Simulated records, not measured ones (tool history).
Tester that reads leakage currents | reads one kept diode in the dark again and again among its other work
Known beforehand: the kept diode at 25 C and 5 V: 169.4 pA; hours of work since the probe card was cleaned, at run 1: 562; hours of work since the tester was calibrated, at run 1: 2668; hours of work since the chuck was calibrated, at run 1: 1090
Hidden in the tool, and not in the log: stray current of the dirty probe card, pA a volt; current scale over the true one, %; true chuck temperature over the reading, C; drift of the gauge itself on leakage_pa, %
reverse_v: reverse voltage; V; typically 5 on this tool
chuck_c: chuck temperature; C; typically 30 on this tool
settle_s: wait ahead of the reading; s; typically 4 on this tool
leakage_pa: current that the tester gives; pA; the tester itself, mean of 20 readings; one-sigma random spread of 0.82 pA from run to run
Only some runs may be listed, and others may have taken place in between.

run    hour  reverse_v  chuck_c  settle_s  hours of work since the probe card was cleaned  hours of work since the tester was calibrated  hours of work since the chuck was calibrated  leakage_pa
  1       0          5       30         4                                             562                                           2668                                          1090      260.39
  2    70.8          5       30         4                                             612                                           2718                                          1140      259.81
  3     121       1.04       30         4                                             648                                           2754                                          1176      124.54
  4   227.3          5       30         4                                             723                                           2829                                          1251         258
  5   347.7          5       30         4                                             808                                           2914                                          1335      258.43
  6   428.7          5       30      0.81                                             865                                           2971                                          1393       258.9
  7   499.1          5       30         4                                             914                                           3020                                          1442      258.39
  8   551.8          5       30         4                                             951                                           3058                                          1479      257.98
  9   647.6          5       30      4.01                                            1019                                           3125                                          1547       256.1
      682.6  -- chuck's temperature calibrated
 10   755.9          5       30         4                                            1094                                           3200                                            52      276.09
 11   829.1          5       30         4                                            1146                                           3252                                           103       274.5
 12   893.2          5       30         4                                            1191                                           3297                                           149      274.54
 13   982.6       2.54       30         4                                            1254                                           3360                                           212      197.84
 14  1074.4       2.54       50         4                                            1319                                           3425                                           276     1124.85
     1091.3  -- probe card cleaned and baked
 15  1187.2       1.01       50         4                                              68                                           3502                                           354      731.12
 16  1260.5       2.24       57         4                                             119                                           3554                                           405     1858.81
 17  1375.2       9.13       48         4                                             200                                           3635                                           486     1712.49
 18  1476.1        2.7       30         4                                             271                                           3706                                           557      197.56
 19  1528.2          5       59      7.97                                             308                                           3743                                           594     3121.04
 20    1650          5       59      7.97                                             394                                           3829                                           680     3111.95
 21  1725.7      16.98       26      0.33                                             447                                           3882                                           734      332.48
 22  1821.1      13.15       24      0.46                                             515                                           3949                                           801      241.97
 23  1914.3      13.15       24      0.46                                             580                                           4015                                           867      242.91
 24  1967.5      13.15       24      0.46                                             618                                           4052                                           904      241.41
 25  2031.4       1.73       30      0.95                                             663                                           4098                                           949      157.88
 26  2153.1       1.59       34      0.49                                             749                                           4183                                          1035      218.34
 27  2259.1       1.78       22      0.54                                             824                                           4258                                          1110       74.95
 28  2325.2          5       37      2.09                                             870                                           4305                                          1156      488.99
 29    2441        6.1       40      5.66                                             952                                           4386                                          1238       687.4

What would each run have given without the hidden state, its run-to-run variation left as it was?
run  leakage_pa
  1       272.8
  2      272.69
  3      131.86
  4       271.8
  5      273.04
  6      273.99
  7      273.91
  8      273.77
  9      272.36
 10      273.34
 11      272.27
 12      272.79
 13      198.54
 14     1148.85
 15      752.08
 16     1915.55
 17     1771.39
 18      204.95
 19     3243.78
 20     3248.24
 21       340.5
 22      247.35
 23      248.16
 24      246.47
 25      166.84
 26      232.14
 27       78.96
 28      520.58
 29      734.85

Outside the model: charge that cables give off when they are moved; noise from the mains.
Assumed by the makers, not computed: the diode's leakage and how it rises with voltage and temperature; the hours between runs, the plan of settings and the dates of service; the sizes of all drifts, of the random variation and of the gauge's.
